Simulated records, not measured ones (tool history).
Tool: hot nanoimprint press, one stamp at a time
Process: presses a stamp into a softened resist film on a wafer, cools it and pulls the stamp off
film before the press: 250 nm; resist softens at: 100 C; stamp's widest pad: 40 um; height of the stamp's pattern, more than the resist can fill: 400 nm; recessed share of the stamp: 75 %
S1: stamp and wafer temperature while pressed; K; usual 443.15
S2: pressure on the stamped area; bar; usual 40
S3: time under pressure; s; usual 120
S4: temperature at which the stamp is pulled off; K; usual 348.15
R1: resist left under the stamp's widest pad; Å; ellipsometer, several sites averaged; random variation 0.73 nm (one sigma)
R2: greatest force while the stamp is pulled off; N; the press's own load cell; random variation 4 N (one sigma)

| run | hour | S1 | S2 | S3 | S4 | R1 | R2 |
|---|---|---|---|---|---|---|---|
| 1 | 0 | 443.15 | 40 | 120 | 348.15 | 999 | 218 |
| 2 | 13.2 | 443.15 | 40 | 120 | 348.15 | 1020 | 215 |
| 3 | 24.9 | 435.15 | 40 | 120 | 348.15 | 1484 | 223 |
|  | 34.1 | plate thermocouple calibrated |
| 4 | 44.3 | 435.15 | 40 | 120 | 348.15 | 1580 | 230 |
| 5 | 59 | 435.15 | 40 | 120 | 348.15 | 1575 | 220 |
| 6 | 81.7 | 440.15 | 40 | 120 | 348.15 | 1259 | 230 |
| 7 | 97.7 | 443.15 | 40 | 120 | 344.15 | 1091 | 233 |
| 8 | 111 | 443.15 | 40 | 120 | 344.15 | 1083 | 246 |
| 9 | 125 | 443.15 | 40 | 120 | 344.15 | 1080 | 244 |
| 10 | 136.3 | 443.15 | 40 | 120 | 344.15 | 1096 | 249 |
| 11 | 159.2 | 443.15 | 40 | 120 | 344.15 | 1095 | 249 |
|  | 170 | plate thermocouple calibrated, once more |
| 12 | 184.8 | 443.15 | 30.4 | 73 | 344.15 | 1238 | 245 |
| 13 | 204.6 | 443.15 | 30.4 | 73 | 344.15 | 1221 | 246 |
| 14 | 224.7 | 450.15 | 31.7 | 66 | 342.15 | 922 | 268 |
| 15 | 239.1 | 453.15 | 50.8 | 120 | 348.15 | 497 | 242 |
| 16 | 253.2 | 453.15 | 30.6 | 142 | 353.15 | 604 | 244 |
| 17 | 264.7 | 453.15 | 32.3 | 193 | 349.15 | 525 | 248 |
| 18 | 285.1 | 453.15 | 41.6 | 84 | 346.15 | 646 | 268 |
| 19 | 296.1 | 443.15 | 57.5 | 120 | 348.15 | 752 | 253 |

3 ways to go on from here, each from the tool as it stands after run 19. What would each give?
| A | 308.4 | 435.15 | 58 | 97 | 348.15 | ? | ? |
| B | 308.4 | 446.15 | 33 | 168 | 348.15 | ? | ? |
| C | 308.4 | 454.15 | 29.5 | 153 | 348.15 | ? | ? |

| run | R1 | R2 |
|---|---|---|
| A | 1218 | 266 |
| B | 760 | 260 |
| C | 590 | 262 |
Without the tool's hidden state the same runs would have given:
| run | R1 | R2 |
|---|---|---|
| A | 1187 | 198 |
| B | 745 | 194 |
| C | 579 | 196 |
